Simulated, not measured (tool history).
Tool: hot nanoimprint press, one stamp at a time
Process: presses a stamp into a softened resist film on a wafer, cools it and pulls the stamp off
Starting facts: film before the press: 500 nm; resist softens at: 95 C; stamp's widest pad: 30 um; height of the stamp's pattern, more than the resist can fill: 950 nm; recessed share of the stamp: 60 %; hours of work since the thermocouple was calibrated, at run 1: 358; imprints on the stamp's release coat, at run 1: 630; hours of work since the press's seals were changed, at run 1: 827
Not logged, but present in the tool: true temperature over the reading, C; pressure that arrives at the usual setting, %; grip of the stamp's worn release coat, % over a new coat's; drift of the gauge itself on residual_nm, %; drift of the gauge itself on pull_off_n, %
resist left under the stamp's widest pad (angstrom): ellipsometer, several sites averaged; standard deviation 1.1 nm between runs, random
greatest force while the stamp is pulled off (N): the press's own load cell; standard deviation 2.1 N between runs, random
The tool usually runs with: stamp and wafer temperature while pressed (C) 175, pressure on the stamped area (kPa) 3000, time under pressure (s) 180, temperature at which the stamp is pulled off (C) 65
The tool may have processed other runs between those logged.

| run | hour | stamp and wafer temperature while pressed (C) | pressure on the stamped area (kPa) | time under pressure (s) | temperature at which the stamp is pulled off (C) | hours of work since the thermocouple was calibrated | imprints on the stamp's release coat | hours of work since the press's seals were changed | resist left under the stamp's widest pad (angstrom) | greatest force while the stamp is pulled off (N) |
|---|---|---|---|---|---|---|---|---|---|---|
| 1 | 0 | 175 | 3000 | 180 | 65 | 358 | 630 | 827 | 2270 | 102 |
| 2 | 62.4 | 175 | 3000 | 180 | 65 | 387 | 750 | 856 | 2280 | 99 |
| 3 | 117.8 | 175 | 3000 | 180 | 65 | 414 | 857 | 882 | 2299 | 103 |
| 4 | 182.3 | 175 | 3000 | 180 | 65 | 444 | 981 | 912 | 2280 | 101 |
|  | 232.8 | plate thermocouple calibrated |
| 5 | 256.5 | 175 | 3000 | 101 | 65 | 11 | 1118 | 946 | 2682 | 108 |
| 6 | 294.1 | 175 | 3000 | 180 | 58 | 29 | 1191 | 964 | 2237 | 112 |
|  | 324 | stamp cleaned and given a new release coat |
|  | 339.4 | press's hydraulic seals changed and the load cell set to zero |
| 7 | 366 | 175 | 3000 | 180 | 58 | 56 | 65 | 13 | 2175 | 93 |
| 8 | 420.7 | 175 | 3000 | 180 | 58 | 82 | 171 | 38 | 2170 | 98 |
| 9 | 468.3 | 175 | 3020 | 180 | 65 | 104 | 262 | 61 | 2161 | 95 |
|  | 502.3 | plate thermocouple calibrated, once more |
| 10 | 552.4 | 175 | 3020 | 180 | 65 | 24 | 418 | 99 | 2238 | 95 |
| 11 | 590.6 | 175 | 3020 | 180 | 65 | 42 | 492 | 117 | 2253 | 99 |
| 12 | 664.5 | 175 | 3000 | 180 | 65 | 76 | 634 | 152 | 2243 | 101 |
| 13 | 722.3 | 175 | 3000 | 180 | 65 | 104 | 745 | 179 | 2285 | 104 |
| 14 | 759.1 | 175 | 3000 | 180 | 65 | 121 | 816 | 196 | 2286 | 102 |
| 15 | 823.9 | 172 | 2850 | 180 | 61 | 151 | 941 | 227 | 2602 | 104 |
| 16 | 898.8 | 172 | 2850 | 180 | 61 | 187 | 1085 | 262 | 2605 | 107 |
|  | 983.5 | stamp cleaned and given a new release coat |
| 17 | 986.2 | 168 | 2040 | 358 | 61 | 225 | 5 | 301 | 2934 | 97 |
| 18 | 1066.1 | 168 | 2040 | 358 | 61 | 263 | 159 | 338 | 2917 | 99 |
| 19 | 1140.8 | 168 | 2040 | 358 | 61 | 298 | 303 | 373 | 2902 | 99 |
| 20 | 1205.4 | 165 | 4450 | 182 | 65 | 328 | 427 | 404 | 2675 | 99 |
| 21 | 1257.4 | 165 | 2120 | 235 | 59 | 353 | 527 | 428 | 3494 | 101 |
| 22 | 1333.1 | 165 | 2120 | 235 | 59 | 389 | 673 | 464 | 3471 | 106 |
| 23 | 1381.4 | 174 | 3000 | 271 | 69 | 411 | 766 | 487 | 2071 | 93 |
| 24 | 1447.4 | 172 | 3810 | 180 | 70 | 443 | 893 | 518 | 2229 | 100 |
| 25 | 1497 | 178 | 2930 | 180 | 51 | 466 | 989 | 541 | 2044 | 115 |
|  | 1504.6 | plate thermocouple calibrated |
| 26 | 1545.5 | 165 | 2660 | 161 | 62 | 19 | 1076 | 563 | 3548 | 107 |
| 27 | 1611.4 | 171 | 2380 | 272 | 57 | 50 | 1203 | 594 | 2671 | 109 |
|  | 1641.2 | stamp cleaned and given a new release coat |
| 28 | 1703.5 | 164 | 3730 | 180 | 60 | 91 | 120 | 634 | 3112 | 97 |

Each row is a separate what-if for the run after 28, all from the same tool condition, not one after another. Results?
| A | 1745.2 | 177 | 3730 | 180 | 60 | 111 | 200 | 654 | ? | ? |
| B | 1745.2 | 166 | 3000 | 127 | 63 | 111 | 200 | 654 | ? | ? |
| C | 1745.2 | 176 | 3000 | 180 | 65 | 111 | 200 | 654 | ? | ? |

| run | resist left under the stamp's widest pad (angstrom) | greatest force while the stamp is pulled off (N) |
|---|---|---|
| A | 1892 | 97 |
| B | 3468 | 93 |
| C | 2224 | 97 |
With the hidden condition removed and each run's random variation left untouched, the same runs would have given:
| run | resist left under the stamp's widest pad (angstrom) | greatest force while the stamp is pulled off (N) |
|---|---|---|
| A | 1821 | 95 |
| B | 3399 | 91 |
| C | 2161 | 95 |
